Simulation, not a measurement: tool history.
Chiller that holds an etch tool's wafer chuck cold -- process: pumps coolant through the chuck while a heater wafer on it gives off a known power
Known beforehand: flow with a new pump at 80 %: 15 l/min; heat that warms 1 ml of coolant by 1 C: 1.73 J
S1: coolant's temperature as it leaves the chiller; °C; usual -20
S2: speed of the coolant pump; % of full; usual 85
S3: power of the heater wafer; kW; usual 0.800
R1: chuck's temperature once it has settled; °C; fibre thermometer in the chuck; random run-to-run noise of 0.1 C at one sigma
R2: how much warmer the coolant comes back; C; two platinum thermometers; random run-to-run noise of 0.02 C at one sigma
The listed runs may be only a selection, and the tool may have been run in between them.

{"run": 1, "hour": 0.0, "S1": -20, "S2": 85, "S3": 0.8, "R1": -15.1, "R2": 1.75}
{"run": 2, "hour": 33.1, "S1": -20, "S2": 85, "S3": 0.8, "R1": -14.9, "R2": 1.68}
{"run": 3, "hour": 74.0, "S1": -20, "S2": 85, "S3": 0.8, "R1": -14.9, "R2": 1.73}
{"run": 4, "hour": 97.2, "S1": -20, "S2": 85, "S3": 0.8, "R1": -15.2, "R2": 1.7}
{"run": 5, "hour": 137.6, "S1": -20, "S2": 85, "S3": 0.8, "R1": -14.8, "R2": 1.68}
{"run": 6, "hour": 182.8, "S1": -20, "S2": 85, "S3": 0.8, "R1": -14.9, "R2": 1.72}
{"run": 7, "hour": 225.5, "S1": -20, "S2": 85, "S3": 0.8, "R1": -15.0, "R2": 1.69}
{"run": 8, "hour": 248.5, "S1": -25, "S2": 91, "S3": 0.605, "R1": -21.4, "R2": 1.19}
{"run": 9, "hour": 280.2, "S1": -27, "S2": 77, "S3": 0.574, "R1": -23.1, "R2": 1.36}
{"run": 10, "hour": 320.6, "S1": -27, "S2": 77, "S3": 0.939, "R1": -20.8, "R2": 2.18}
{"run": 11, "hour": 359.5, "S1": -27, "S2": 77, "S3": 0.939, "R1": -20.7, "R2": 2.23}
{"run": 12, "hour": 406.4, "S1": -27, "S2": 64, "S3": 1.104, "R1": -18.5, "R2": 3.17}
{"run": 13, "hour": 437.7, "S1": -27, "S2": 74, "S3": 0.721, "R1": -22.0, "R2": 1.72}
{"run": 14, "hour": 466.4, "S1": -14, "S2": 67, "S3": 0.68, "R1": -9.1, "R2": 1.84}

Measured minus without-hidden-state, run by run (identical run-to-run variation in each term; gauge scatter may differ):
Hidden conditions of the tool in this case: heat passed by the chuck's channels, % of clean ones'; flow at a given pump speed, % of a new pump's; coolant's true temperature over the reading, C; drift of the gauge itself on chuck_c, C; drift of the gauge itself on warmer_back_c, C.
run=1 R2=+0.00
run=2 R2=-0.01
run=3 R2=-0.01
run=4 R2=-0.01
run=5 R2=-0.02
run=6 R2=-0.02
run=7 R2=-0.04
run=8 R2=-0.04
run=9 R2=-0.05
run=10 R2=-0.05
run=11 R2=-0.06
run=12 R2=-0.06
run=13 R2=-0.07
run=14 R2=-0.07
R1 difference: zero, run after run.
